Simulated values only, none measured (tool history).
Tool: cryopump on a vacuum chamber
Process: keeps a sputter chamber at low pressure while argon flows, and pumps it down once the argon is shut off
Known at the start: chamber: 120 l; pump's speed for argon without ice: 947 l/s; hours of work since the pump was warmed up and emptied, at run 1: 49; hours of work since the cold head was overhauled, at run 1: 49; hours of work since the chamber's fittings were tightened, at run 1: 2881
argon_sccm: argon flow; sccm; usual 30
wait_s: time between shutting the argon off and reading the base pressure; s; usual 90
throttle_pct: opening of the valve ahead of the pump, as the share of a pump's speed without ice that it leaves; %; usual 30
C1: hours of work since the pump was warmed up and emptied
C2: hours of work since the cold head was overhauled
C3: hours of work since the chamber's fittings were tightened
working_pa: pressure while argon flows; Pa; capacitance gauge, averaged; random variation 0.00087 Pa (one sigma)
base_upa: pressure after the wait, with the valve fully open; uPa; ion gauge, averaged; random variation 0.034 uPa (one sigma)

{"run": 1, "hour": 0.0, "argon_sccm": 30, "wait_s": 90, "throttle_pct": 30, "C1": 49, "C2": 49, "C3": 2881, "working_pa": 0.1812, "base_upa": 3.74}
{"run": 2, "hour": 16.6, "argon_sccm": 27, "wait_s": 90, "throttle_pct": 30, "C1": 57, "C2": 57, "C3": 2888, "working_pa": 0.1631, "base_upa": 3.63}
{"run": 3, "hour": 35.8, "argon_sccm": 30, "wait_s": 90, "throttle_pct": 30, "C1": 65, "C2": 65, "C3": 2896, "working_pa": 0.1801, "base_upa": 3.72}
{"run": 4, "hour": 50.6, "argon_sccm": 30, "wait_s": 90, "throttle_pct": 30, "C1": 71, "C2": 71, "C3": 2903, "working_pa": 0.1799, "base_upa": 3.63}
{"run": 5, "hour": 60.7, "argon_sccm": 30, "wait_s": 90, "throttle_pct": 30, "C1": 75, "C2": 75, "C3": 2907, "working_pa": 0.1815, "base_upa": 3.61}
{"run": 6, "hour": 74.3, "argon_sccm": 30, "wait_s": 90, "throttle_pct": 30, "C1": 81, "C2": 81, "C3": 2913, "working_pa": 0.1798, "base_upa": 3.72}
{"run": 7, "hour": 85.9, "argon_sccm": 30, "wait_s": 90, "throttle_pct": 30, "C1": 86, "C2": 86, "C3": 2918, "working_pa": 0.1823, "base_upa": 3.69}
{"run": 8, "hour": 95.3, "argon_sccm": 30, "wait_s": 90, "throttle_pct": 33, "C1": 90, "C2": 90, "C3": 2922, "working_pa": 0.1668, "base_upa": 3.56}
{"run": 9, "hour": 114.9, "argon_sccm": 30, "wait_s": 90, "throttle_pct": 33, "C1": 98, "C2": 98, "C3": 2930, "working_pa": 0.1675, "base_upa": 3.76}
{"run": 10, "hour": 132.7, "argon_sccm": 18, "wait_s": 90, "throttle_pct": 33, "C1": 106, "C2": 106, "C3": 2938, "working_pa": 0.1001, "base_upa": 3.64}
{"run": 11, "hour": 145.2, "argon_sccm": 30, "wait_s": 90, "throttle_pct": 30, "C1": 111, "C2": 111, "C3": 2943, "working_pa": 0.1844, "base_upa": 3.75}
{"run": 12, "hour": 162.3, "argon_sccm": 30, "wait_s": 90, "throttle_pct": 30, "C1": 118, "C2": 118, "C3": 2950, "working_pa": 0.1843, "base_upa": 3.85}
{"run": 13, "hour": 181.6, "argon_sccm": 30, "wait_s": 90, "throttle_pct": 30, "C1": 127, "C2": 127, "C3": 2958, "working_pa": 0.1831, "base_upa": 3.76}
{"run": 14, "hour": 200.6, "argon_sccm": 24, "wait_s": 90, "throttle_pct": 30, "C1": 135, "C2": 135, "C3": 2966, "working_pa": 0.146, "base_upa": 3.89}

The next listed run, before its measurement:
{"run": 15, "hour": 212.1, "argon_sccm": 24, "wait_s": 90, "throttle_pct": 30, "C1": 140, "C2": 140, "C3": 2971, "working_pa": "?", "base_upa": "?"}

{"run 15": {"working_pa": 0.1475, "base_upa": 3.8}}
Without the tool's hidden state the same run would have given working_pa 0.1424 Pa, base_upa 1.79 uPa.
